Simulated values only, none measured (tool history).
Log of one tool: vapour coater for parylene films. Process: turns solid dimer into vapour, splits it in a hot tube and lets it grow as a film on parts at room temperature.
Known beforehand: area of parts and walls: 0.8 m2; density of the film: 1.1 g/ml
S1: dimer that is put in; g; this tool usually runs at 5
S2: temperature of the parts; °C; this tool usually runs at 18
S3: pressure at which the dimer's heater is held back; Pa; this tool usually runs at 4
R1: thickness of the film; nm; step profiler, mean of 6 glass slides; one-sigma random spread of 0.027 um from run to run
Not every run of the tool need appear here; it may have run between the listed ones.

Run 1, hour 0: usual settings. Result: R1 3440 nm.
Run 2, hour 30.4: usual settings but S2 23 °C. Result: R1 3130 nm.
Run 3, hour 71: usual settings. Result: R1 3360 nm.
At hour 82.2: trap's valve overhauled.
Run 4, hour 129.3: usual settings. Result: R1 3510 nm.
Run 5, hour 170.4: usual settings. Result: R1 3550 nm.
Run 6, hour 218.5: usual settings but S2 11 °C. Result: R1 3960 nm.
Run 7, hour 255.2: usual settings. Result: R1 3510 nm.
Run 8, hour 295.1: usual settings. Result: R1 3460 nm.
Run 9, hour 349.3: usual settings but S2 24 °C, S3 8.4 Pa. Result: R1 2570 nm.
Run 10, hour 388.9: usual settings but S2 25 °C, S3 4.63 Pa. Result: R1 2940 nm.
Run 11, hour 415.4: usual settings but S1 2 g, S2 14 °C, S3 2.79 Pa. Result: R1 1600 nm.
Run 12, hour 452.3: usual settings but S1 2 g, S2 19 °C, S3 3.27 Pa. Result: R1 1420 nm.
Run 13, hour 497.8: usual settings but S1 7 g, S3 5.34 Pa. Result: R1 4460 nm.
At hour 523.5: trap's valve overhauled.
Run 14, hour 539.4: usual settings but S1 3 g, S2 11 °C, S3 4.64 Pa. Result: R1 2310 nm.
Run 15, hour 577.5: usual settings but S1 3 g, S2 11 °C, S3 4.64 Pa. Result: R1 2300 nm.

Below, each run's measurement less what the same run would have read without the hidden state. Both values contain the same run-to-run variation, but the gauge's scatter may not be the same in both:
Unlogged tool condition in this case: vapour lost through the trap's worn valve, %; true temperature of the parts over the reading, C; drift of the gauge itself on film_um, %.
run    R1
  1  -150
  2  -150
  3  -180
  4   -20
  5   -40
  6   -60
  7   -70
  8   -80
  9   -80
 10  -100
 11   -60
 12   -60
 13  -210
 14    +0
 15   -10

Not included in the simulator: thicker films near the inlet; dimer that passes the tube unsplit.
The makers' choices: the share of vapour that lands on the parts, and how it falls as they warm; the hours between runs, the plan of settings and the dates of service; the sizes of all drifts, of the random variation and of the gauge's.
